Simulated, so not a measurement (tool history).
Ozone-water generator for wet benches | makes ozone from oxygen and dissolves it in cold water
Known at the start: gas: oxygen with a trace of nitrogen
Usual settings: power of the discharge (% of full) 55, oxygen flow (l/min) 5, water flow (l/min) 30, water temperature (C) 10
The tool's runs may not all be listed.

| run | hour | power of the discharge (% of full) | oxygen flow (l/min) | water flow (l/min) | water temperature (C) | dissolved ozone (ppm) | ozone in the gas ahead of the water (g/m3) |
|---|---|---|---|---|---|---|---|
| 1 | 0 | 55 | 5 | 30 | 10 | 13.3 | 152.9 |
| 2 | 82.4 | 55 | 5 | 30 | 10 | 13.5 | 153 |
| 3 | 239.4 | 55 | 5 | 30 | 10 | 13.2 | 152.8 |
| 4 | 389.9 | 55 | 5 | 30 | 10 | 13.3 | 152.8 |
| 5 | 491.9 | 55 | 5 | 30 | 10 | 12.9 | 151.3 |
| 6 | 639.9 | 55 | 5 | 30 | 10 | 13.1 | 151.8 |
| 7 | 784.6 | 55 | 5 | 30 | 10 | 13 | 149.6 |
| 8 | 872.3 | 55 | 5.36 | 30 | 12 | 12.6 | 143.6 |
| 9 | 1035.5 | 55 | 5.36 | 30 | 12 | 12.8 | 141.2 |
| 10 | 1179.1 | 96 | 5.36 | 26 | 7 | 20.5 | 195 |
| 11 | 1277.1 | 96 | 5.36 | 26 | 7 | 20.4 | 195.4 |
| 12 | 1400.4 | 96 | 2.9 | 27 | 7 | 17.1 | 261.8 |

5 ways to go on from here, each from the tool as it stands after run 12. What would each give?
| A | 1489.8 | 55 | 8.33 | 30 | 10 | ? | ? |
| B | 1489.8 | 96 | 3.93 | 19 | 7 | ? | ? |
| C | 1489.8 | 49 | 2.9 | 34 | 7 | ? | ? |
| D | 1489.8 | 74 | 2.9 | 18 | 8 | ? | ? |
| E | 1489.8 | 96 | 2.9 | 45 | 7 | ? | ? |

| run | dissolved ozone (ppm) | ozone in the gas ahead of the water (g/m3) |
|---|---|---|
| A | 13.2 | 111.3 |
| B | 25.4 | 224.5 |
| C | 9.1 | 179.6 |
| D | 21.7 | 224.1 |
| E | 9.9 | 263.3 |
Without the tool's hidden state the same runs would have given:
| run | dissolved ozone (ppm) | ozone in the gas ahead of the water (g/m3) |
|---|---|---|
| A | 17 | 139.4 |
| B | 35.8 | 309.8 |
| C | 11.4 | 220.7 |
| D | 29.2 | 295.7 |
| E | 13.9 | 362.9 |
